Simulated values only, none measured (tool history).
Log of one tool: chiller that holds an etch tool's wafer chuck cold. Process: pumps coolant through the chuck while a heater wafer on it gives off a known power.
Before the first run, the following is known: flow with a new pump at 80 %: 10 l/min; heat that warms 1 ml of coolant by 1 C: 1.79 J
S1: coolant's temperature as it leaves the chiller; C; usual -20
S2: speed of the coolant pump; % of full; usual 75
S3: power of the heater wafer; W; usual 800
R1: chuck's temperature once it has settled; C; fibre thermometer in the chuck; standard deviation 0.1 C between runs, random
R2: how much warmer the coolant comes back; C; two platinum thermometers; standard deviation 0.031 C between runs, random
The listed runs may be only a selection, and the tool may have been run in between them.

run,day,S1,S2,S3,R1,R2
1,0,-20,75,800,-10.1,2.96
2,1.383,-20,75,800,-10.1,3
3,4.204,-20,82,800,-10.7,2.72
4,5.604,-20,82,800,-10.6,2.72
5,7.804,-20,82,800,-10.6,2.74
6,9.275,-20,75,800,-10.1,3
7,12.312,-20,75,800,-10,2.97
8,15.375,-20,75,800,-10,2.98
9,16.667,-20,75,800,-10.1,3.09
10,19.317,-20,75,800,-10,3.1
# day 19.792: coolant pump overhauled
11,21.092,-20,75,800,-9.9,3.1
12,22.483,-20,75,800,-9.8,3.04
13,25.012,-20,66,800,-8.9,3.52
# day 26.175: coolant pump overhauled, once more
14,26.704,-20,91,730,-12.1,2.2
15,28.688,-23,75,508,-16.9,1.83
16,30.708,-17,75,514,-10.9,1.84
17,33.367,-15,75,491,-9.1,1.78
18,35.308,-27,65,998,-13.7,4.15
19,38.35,-24,75,779,-14.5,2.83
20,40.508,-26,86,626,-19,1.95
21,41.829,-15,86,535,-9.1,1.69
22,44.858,-15,86,535,-9.1,1.67
23,46.196,-15,86,535,-9.1,1.73
24,48.821,-22,86,406,-17.6,1.29
25,50.275,-22,98,406,-17.9,1.14
26,53.383,-20,75,797,-10.4,2.89

Branching from run 26: 3 alternative next runs. What would each branch give?
A,55.4,-15,85,457,?,?
B,55.4,-20,87,515,?,?
C,55.4,-18,75,1026,?,?

run,R1,R2
A,-9.9,1.52
B,-14.3,1.6
C,-5.6,3.74
With the hidden condition removed and each run's random variation left untouched, the same runs would have given:
run,R1,R2
A,-10.2,1.5
B,-14.5,1.58
C,-6.3,3.68
